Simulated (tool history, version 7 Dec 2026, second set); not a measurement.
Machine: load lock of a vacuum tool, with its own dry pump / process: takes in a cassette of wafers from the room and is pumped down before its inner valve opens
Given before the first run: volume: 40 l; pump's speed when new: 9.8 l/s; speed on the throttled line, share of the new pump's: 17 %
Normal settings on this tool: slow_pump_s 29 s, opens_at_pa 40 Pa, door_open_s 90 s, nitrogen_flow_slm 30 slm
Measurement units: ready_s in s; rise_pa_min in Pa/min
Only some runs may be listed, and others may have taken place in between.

run	hour	slow_pump_s	opens_at_pa	door_open_s	nitrogen_flow_slm	incoming humidity of the room's air, %	ready_s	rise_pa_min
1	0	29	40	90	30	46.4	58.4	0.066
2	310	29	40	90	30	43.7	58.5	0.057
3	825.9	29	40	90	30	47.9	58.5	0.071
4	1423.5	29	40	90	30	47.4	59.1	0.078
5	2032.7	29	40	90	30	44.8	60	0.078
6	2450.7	29	40	90	30	46.5	59.8	0.082
7	3097.2	29	40	90	30	41.5	60.5	0.078
8	3778	29	40	27	30	46.3	60.1	0.073
9	4409.3	29	40	49	30	46.3	60.2	0.089
10	4937.4	29	40	49	30	44.5	61.5	0.104
11	5412.1	29	40	49	30	50.9	61.4	0.115
12	5833.7	21	57	29	17	45.4	53.1	0.1
13	6172.5	29	35	71	30	44.1	61.8	0.127
14	6633.6	28	31	83	30	42.6	63.4	0.135

Below are 4 alternative next runs, each starting from the tool's condition after run 14. Predict each:
A	6928.4	29	62	64	30	42.3	?	?
B	6928.4	28	39	83	30	44.8	?	?
C	6928.4	29	38	90	30	45.4	?	?
D	6928.4	29	40	189	9	44	?	?

run	ready_s	rise_pa_min
A	58.9	0.136
B	60.9	0.141
C	63.1	0.135
D	62	0.202
Take away the tool's hidden state, keep each run's random variation, and the runs would have read:
run	ready_s	rise_pa_min
A	53.6	0.042
B	55	0.047
C	57.3	0.044
D	56.3	0.108
